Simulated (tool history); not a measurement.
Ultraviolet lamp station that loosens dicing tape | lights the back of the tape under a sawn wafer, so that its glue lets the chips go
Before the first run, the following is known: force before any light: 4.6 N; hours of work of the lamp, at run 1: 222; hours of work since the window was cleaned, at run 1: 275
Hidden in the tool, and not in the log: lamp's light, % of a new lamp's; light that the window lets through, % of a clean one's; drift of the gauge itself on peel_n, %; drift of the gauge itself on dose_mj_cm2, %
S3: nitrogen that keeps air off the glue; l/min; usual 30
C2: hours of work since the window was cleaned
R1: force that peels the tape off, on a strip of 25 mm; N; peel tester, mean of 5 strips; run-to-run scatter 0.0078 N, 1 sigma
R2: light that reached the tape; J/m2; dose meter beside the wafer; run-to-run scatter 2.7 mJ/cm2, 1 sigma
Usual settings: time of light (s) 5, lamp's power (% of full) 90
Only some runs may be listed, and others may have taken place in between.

{"run": 1, "hour": 0.0, "time of light (s)": 5, "lamp's power (% of full)": 90, "S3": 30, "hours of work of the lamp": 222, "C2": 275, "R1": 0.433, "R2": 3150}
{"run": 2, "hour": 16.3, "time of light (s)": 5, "lamp's power (% of full)": 90, "S3": 10, "hours of work of the lamp": 229, "C2": 282, "R1": 0.842, "R2": 3150}
{"run": 3, "hour": 36.2, "time of light (s)": 5, "lamp's power (% of full)": 90, "S3": 10, "hours of work of the lamp": 239, "C2": 292, "R1": 0.845, "R2": 3130}
{"run": 4, "hour": 62.8, "time of light (s)": 5, "lamp's power (% of full)": 90, "S3": 30, "hours of work of the lamp": 252, "C2": 305, "R1": 0.431, "R2": 3120}
{"run": 5, "hour": 87.5, "time of light (s)": 5, "lamp's power (% of full)": 90, "S3": 30, "hours of work of the lamp": 263, "C2": 316, "R1": 0.454, "R2": 3130}
{"run": 6, "hour": 113.3, "time of light (s)": 5, "lamp's power (% of full)": 90, "S3": 30, "hours of work of the lamp": 276, "C2": 329, "R1": 0.445, "R2": 3050}
{"run": 7, "hour": 126.3, "time of light (s)": 5, "lamp's power (% of full)": 90, "S3": 30, "hours of work of the lamp": 282, "C2": 335, "R1": 0.457, "R2": 3040}
{"run": 8, "hour": 153.3, "time of light (s)": 5, "lamp's power (% of full)": 90, "S3": 11, "hours of work of the lamp": 295, "C2": 348, "R1": 0.87, "R2": 3020}
{"run": 9, "hour": 177.9, "time of light (s)": 5, "lamp's power (% of full)": 90, "S3": 11, "hours of work of the lamp": 306, "C2": 359, "R1": 0.853, "R2": 3020}
{"run": 10, "hour": 190.1, "time of light (s)": 5, "lamp's power (% of full)": 90, "S3": 30, "hours of work of the lamp": 312, "C2": 365, "R1": 0.495, "R2": 3000}
{"run": 11, "hour": 217.1, "time of light (s)": 5, "lamp's power (% of full)": 90, "S3": 30, "hours of work of the lamp": 325, "C2": 378, "R1": 0.482, "R2": 2970}
{"run": 12, "hour": 238.1, "time of light (s)": 5, "lamp's power (% of full)": 90, "S3": 30, "hours of work of the lamp": 335, "C2": 388, "R1": 0.491, "R2": 2930}
{"run": 13, "hour": 259.8, "time of light (s)": 5, "lamp's power (% of full)": 90, "S3": 55, "hours of work of the lamp": 345, "C2": 398, "R1": 0.363, "R2": 2930}
{"run": 14, "hour": 280.6, "time of light (s)": 5, "lamp's power (% of full)": 75, "S3": 55, "hours of work of the lamp": 355, "C2": 408, "R1": 0.527, "R2": 2420}
{"run": 15, "hour": 292.1, "time of light (s)": 5, "lamp's power (% of full)": 90, "S3": 30, "hours of work of the lamp": 361, "C2": 414, "R1": 0.501, "R2": 2920}
{"run": 16, "hour": 312.2, "time of light (s)": 5, "lamp's power (% of full)": 90, "S3": 30, "hours of work of the lamp": 370, "C2": 423, "R1": 0.504, "R2": 2900}
{"run": 17, "hour": 325.2, "time of light (s)": 5, "lamp's power (% of full)": 90, "S3": 30, "hours of work of the lamp": 376, "C2": 429, "R1": 0.505, "R2": 2850}
{"run": 18, "hour": 337.7, "time of light (s)": 5, "lamp's power (% of full)": 90, "S3": 30, "hours of work of the lamp": 382, "C2": 435, "R1": 0.521, "R2": 2890}
{"run": 19, "hour": 350.9, "time of light (s)": 5, "lamp's power (% of full)": 90, "S3": 30, "hours of work of the lamp": 388, "C2": 441, "R1": 0.511, "R2": 2830}
{"run": 20, "hour": 377.9, "time of light (s)": 9, "lamp's power (% of full)": 66, "S3": 30, "hours of work of the lamp": 401, "C2": 454, "R1": 0.291, "R2": 3700}
{"run": 21, "hour": 401.1, "time of light (s)": 9, "lamp's power (% of full)": 66, "S3": 30, "hours of work of the lamp": 412, "C2": 465, "R1": 0.314, "R2": 3680}
{"run": 22, "hour": 422.4, "time of light (s)": 3, "lamp's power (% of full)": 66, "S3": 17, "hours of work of the lamp": 422, "C2": 475, "R1": 1.959, "R2": 1250}
{"run": 23, "hour": 436.0, "time of light (s)": 6, "lamp's power (% of full)": 79, "S3": 14, "hours of work of the lamp": 429, "C2": 482, "R1": 0.805, "R2": 2890}
{"hour": 457.3, "done": "window cleaned of glue's vapour"}
{"run": 24, "hour": 461.6, "time of light (s)": 8, "lamp's power (% of full)": 88, "S3": 14, "hours of work of the lamp": 441, "C2": 2, "R1": 0.259, "R2": 5080}
{"run": 25, "hour": 488.3, "time of light (s)": 4, "lamp's power (% of full)": 80, "S3": 38, "hours of work of the lamp": 454, "C2": 15, "R1": 0.737, "R2": 2290}
{"run": 26, "hour": 505.9, "time of light (s)": 4, "lamp's power (% of full)": 80, "S3": 12, "hours of work of the lamp": 462, "C2": 23, "R1": 1.252, "R2": 2270}
{"run": 27, "hour": 525.7, "time of light (s)": 4, "lamp's power (% of full)": 80, "S3": 12, "hours of work of the lamp": 471, "C2": 33, "R1": 1.264, "R2": 2240}
{"run": 28, "hour": 542.3, "time of light (s)": 8, "lamp's power (% of full)": 97, "S3": 24, "hours of work of the lamp": 479, "C2": 40, "R1": 0.161, "R2": 5420}
{"run": 29, "hour": 569.0, "time of light (s)": 8, "lamp's power (% of full)": 97, "S3": 24, "hours of work of the lamp": 492, "C2": 53, "R1": 0.152, "R2": 5330}
{"run": 30, "hour": 593.0, "time of light (s)": 8, "lamp's power (% of full)": 97, "S3": 24, "hours of work of the lamp": 503, "C2": 65, "R1": 0.157, "R2": 5310}
{"run": 31, "hour": 613.3, "time of light (s)": 3, "lamp's power (% of full)": 80, "S3": 43, "hours of work of the lamp": 513, "C2": 74, "R1": 1.116, "R2": 1640}
{"run": 32, "hour": 639.7, "time of light (s)": 3, "lamp's power (% of full)": 83, "S3": 35, "hours of work of the lamp": 525, "C2": 87, "R1": 1.176, "R2": 1680}
{"run": 33, "hour": 663.4, "time of light (s)": 2, "lamp's power (% of full)": 62, "S3": 11, "hours of work of the lamp": 537, "C2": 98, "R1": 2.894, "R2": 820}
{"run": 34, "hour": 688.2, "time of light (s)": 2, "lamp's power (% of full)": 62, "S3": 11, "hours of work of the lamp": 549, "C2": 110, "R1": 2.786, "R2": 860}
{"run": 35, "hour": 707.9, "time of light (s)": 2, "lamp's power (% of full)": 62, "S3": 11, "hours of work of the lamp": 558, "C2": 119, "R1": 2.814, "R2": 850}

Branching from run 35: 5 alternative next runs. What would each branch give?
{"run": "A", "hour": 726.9, "time of light (s)": 2, "lamp's power (% of full)": 99, "S3": 52, "hours of work of the lamp": 567, "C2": 128, "R1": "?", "R2": "?"}
{"run": "B", "hour": 726.9, "time of light (s)": 2, "lamp's power (% of full)": 62, "S3": 15, "hours of work of the lamp": 567, "C2": 128, "R1": "?", "R2": "?"}
{"run": "C", "hour": 726.9, "time of light (s)": 8, "lamp's power (% of full)": 83, "S3": 58, "hours of work of the lamp": 567, "C2": 128, "R1": "?", "R2": "?"}
{"run": "D", "hour": 726.9, "time of light (s)": 2, "lamp's power (% of full)": 88, "S3": 11, "hours of work of the lamp": 567, "C2": 128, "R1": "?", "R2": "?"}
{"run": "E", "hour": 726.9, "time of light (s)": 2, "lamp's power (% of full)": 74, "S3": 10, "hours of work of the lamp": 567, "C2": 128, "R1": "?", "R2": "?"}

run=A R1=1.402 R2=1290
run=B R1=2.838 R2=820
run=C R1=0.152 R2=4350
run=D R1=2.370 R2=1180
run=E R1=2.790 R2=970
The same runs, with their run-to-run variation unchanged, on a tool lacking any hidden condition would have given:
run=A R1=1.048 R2=1630
run=B R1=2.488 R2=1030
run=C R1=0.104 R2=5470
run=D R1=2.005 R2=1470
run=E R1=2.431 R2=1220

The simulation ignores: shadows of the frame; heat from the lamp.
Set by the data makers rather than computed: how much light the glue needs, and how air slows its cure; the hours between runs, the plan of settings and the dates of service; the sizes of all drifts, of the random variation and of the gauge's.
